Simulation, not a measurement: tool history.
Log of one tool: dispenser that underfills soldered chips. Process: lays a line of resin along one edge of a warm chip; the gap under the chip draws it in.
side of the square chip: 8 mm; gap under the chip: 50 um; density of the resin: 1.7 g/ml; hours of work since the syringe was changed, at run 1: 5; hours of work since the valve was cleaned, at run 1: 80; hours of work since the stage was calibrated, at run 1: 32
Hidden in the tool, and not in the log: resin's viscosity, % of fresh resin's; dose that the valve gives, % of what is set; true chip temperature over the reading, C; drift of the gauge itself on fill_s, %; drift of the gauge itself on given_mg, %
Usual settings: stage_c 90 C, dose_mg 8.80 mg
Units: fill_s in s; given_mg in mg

run	hour	stage_c	dose_mg	hours of work since the syringe was changed	hours of work since the valve was cleaned	hours of work since the stage was calibrated	fill_s	given_mg
1	0.0	90	8.80	5	80	32	31.3	8.34
# hour 1.3: new syringe of resin
# hour 9.8: new syringe of resin
2	13.4	90	8.80	3	89	41	26.3	8.26
# hour 18.0: new syringe of resin
# hour 26.0: new syringe of resin
3	27.1	90	8.80	1	99	51	23.8	8.10
# hour 35.0: new syringe of resin
4	38.4	99	8.80	3	107	59	20.0	8.08
# hour 43.7: new syringe of resin
5	50.5	90	7.62	5	116	68	31.3	6.94
# hour 52.2: new syringe of resin
# hour 55.1: dispensing valve cleaned and set on the balance
# hour 61.9: new syringe of resin
6	64.3	90	7.62	2	7	77	24.1	7.65
# hour 70.6: new syringe of resin
# hour 78.7: new syringe of resin
7	79.2	90	7.62	0	17	88	22.6	7.47
# hour 87.1: new syringe of resin
8	90.6	90	7.62	3	26	96	26.2	7.49
# hour 95.0: new syringe of resin
9	98.2	90	7.62	2	31	102	26.4	7.38
# hour 103.4: new syringe of resin
10	104.7	90	7.62	1	36	106	24.3	7.41
# hour 112.1: new syringe of resin
11	114.1	90	7.62	2	43	113	24.6	7.41
# hour 120.7: new syringe of resin
12	123.2	79	9.98	2	49	120	34.3	9.68
# hour 129.9: new syringe of resin
13	132.8	79	9.98	2	56	127	34.0	9.51
# hour 138.3: new syringe of resin
14	140.1	95	9.90	1	61	132	20.6	9.44
# hour 146.8: new syringe of resin
15	150.8	101	10.84	3	69	140	20.3	10.38
# hour 154.8: new syringe of resin
16	162.1	89	8.51	5	77	148	32.5	8.05
# hour 163.3: new syringe of resin
# hour 171.3: new syringe of resin
17	175.9	89	8.51	3	87	158	28.9	8.01
# hour 179.6: new syringe of resin
18	184.0	84	9.11	3	93	164	32.5	8.51
# hour 188.2: new syringe of resin
# hour 196.5: new syringe of resin
19	196.5	95	8.79	0	102	172	19.5	8.24
# hour 205.1: new syringe of resin
20	211.3	82	10.34	5	113	183	37.4	9.53
# hour 213.2: new syringe of resin
# hour 221.0: dispensing valve cleaned and set on the balance
# hour 222.4: new syringe of resin
21	225.9	98	11.36	3	3	193	21.1	11.35

Run 22 comes next. What will it give?
# hour 230.9: new syringe of resin
22	235.0	90	9.26	3	10	200	?	?

fill_s: 26.3 s
given_mg: 9.20 mg
Without the tool's hidden state the same run would have given fill_s 21.1 s, given_mg 9.25 mg.

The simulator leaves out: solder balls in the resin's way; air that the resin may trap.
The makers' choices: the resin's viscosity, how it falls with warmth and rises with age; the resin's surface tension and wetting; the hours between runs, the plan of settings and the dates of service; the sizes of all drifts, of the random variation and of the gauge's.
